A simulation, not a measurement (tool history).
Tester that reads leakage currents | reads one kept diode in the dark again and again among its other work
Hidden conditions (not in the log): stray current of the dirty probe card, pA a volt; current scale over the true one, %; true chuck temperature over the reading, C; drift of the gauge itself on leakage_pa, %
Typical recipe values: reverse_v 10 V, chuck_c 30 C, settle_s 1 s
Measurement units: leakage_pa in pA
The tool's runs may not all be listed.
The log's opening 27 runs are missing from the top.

run	day	reverse_v	chuck_c	settle_s	hours of work since the probe card was cleaned	hours of work since the tester was calibrated	hours of work since the chuck was calibrated	leakage_pa
# day 39.929: probe card cleaned and baked, once more
28	40.896	10.5	25	7.79	18	1134	106	175.08
29	42.429	10.7	57	1	46	1162	134	1744.07
30	43.596	1.6	26	1	67	1183	155	101.5
31	44.888	7.5	22	1	91	1207	179	126.67
32	46.442	2	46	1	119	1235	207	478.65
33	48.129	2	30	1	150	1266	238	151.51
34	48.988	11.1	49	1	165	1282	253	1058.47
35	50.296	11.8	42	0.79	189	1306	277	671.74
36	51.808	10	34	1.35	217	1333	305	357.88
37	53.133	10	34	1.35	241	1358	329	358
38	54.275	1.3	37	2.36	262	1378	350	223.53

3 ways to go on from here, each from the tool as it stands after run 38. What would each give?
A	56.179	7	21	2.36	297	1413	385	?
B	56.179	4.9	30	1	297	1413	385	?
C	56.179	14.4	30	0.8	297	1413	385	?

run	leakage_pa
A	118.31
B	211.29
C	307.98
Had the tool no hidden state, the same runs would have come out as:
run	leakage_pa
A	108.92
B	195.77
C	285.25

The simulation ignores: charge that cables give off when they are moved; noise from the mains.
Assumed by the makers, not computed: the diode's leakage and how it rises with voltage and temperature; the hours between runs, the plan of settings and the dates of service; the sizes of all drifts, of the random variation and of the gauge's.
